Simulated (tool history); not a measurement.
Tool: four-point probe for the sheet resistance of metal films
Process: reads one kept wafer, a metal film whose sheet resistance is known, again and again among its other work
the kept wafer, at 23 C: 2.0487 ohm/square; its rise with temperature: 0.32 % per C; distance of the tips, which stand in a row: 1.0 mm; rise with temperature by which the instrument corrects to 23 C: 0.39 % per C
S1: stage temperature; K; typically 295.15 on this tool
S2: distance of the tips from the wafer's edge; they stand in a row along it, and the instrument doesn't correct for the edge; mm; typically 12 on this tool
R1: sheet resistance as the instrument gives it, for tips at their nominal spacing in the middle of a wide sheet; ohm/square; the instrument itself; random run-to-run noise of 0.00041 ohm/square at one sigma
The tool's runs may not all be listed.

run,day,S1,S2,R1
1,0,295.15,12,2.049642
2,2.479,295.15,11,2.051335
3,8.038,295.15,12,2.051187
4,11.638,295.15,12,2.050463
5,15.962,295.15,12,2.052404
6,18.4,295.15,12,2.051353
7,24.271,295.15,10,2.056728
8,30.158,295.15,10,2.057354
9,33.633,295.15,44,2.047124
10,38.992,295.15,44,2.047833
11,44.338,295.15,59,2.047535
12,50.133,295.15,37,2.049294
13,54.917,295.15,37,2.049341
14,57.921,295.15,37,2.049705
15,62.442,295.15,37,2.051615
16,65.933,295.15,37,2.051804
17,70.667,295.15,37,2.051645
18,73.904,295.15,37,2.052051
19,76.9,295.15,31,2.053137
20,80.917,295.15,31,2.053635
21,86.521,295.15,31,2.054268
22,91.342,295.15,3,2.169246
23,96.15,295.15,3,2.169698
24,100.029,297.15,35,2.052888
25,104.3,292.15,9,2.072186
26,107.983,292.15,9,2.073942
27,111.875,292.15,9,2.073835
28,115.617,306.15,11,2.051602
29,119.796,306.15,11,2.051596
30,124.4,306.15,11,2.052502
31,129.146,308.15,7,2.063327
32,133.679,292.15,26,2.064537
# day 137.3: new probe head fitted
33,139.425,292.15,26,2.051747
34,145.267,299.15,12,2.049703
35,149.892,295.15,7,2.0702
36,154.558,305.15,61,2.036416

Below are 5 alternative next runs, each starting from the tool's condition after run 36. Predict each:
A,158.071,293.15,12,?
B,158.071,296.15,4,?
C,158.071,305.15,26,?
D,158.071,305.15,47,?
E,158.071,293.15,8,?

run,R1
A,2.059631
B,2.114175
C,2.037843
D,2.03676
E,2.069936
Stripped of hidden state, with their random variation kept, the same runs would have yielded:
run,R1
A,2.060735
B,2.115341
C,2.039114
D,2.03803
E,2.071044

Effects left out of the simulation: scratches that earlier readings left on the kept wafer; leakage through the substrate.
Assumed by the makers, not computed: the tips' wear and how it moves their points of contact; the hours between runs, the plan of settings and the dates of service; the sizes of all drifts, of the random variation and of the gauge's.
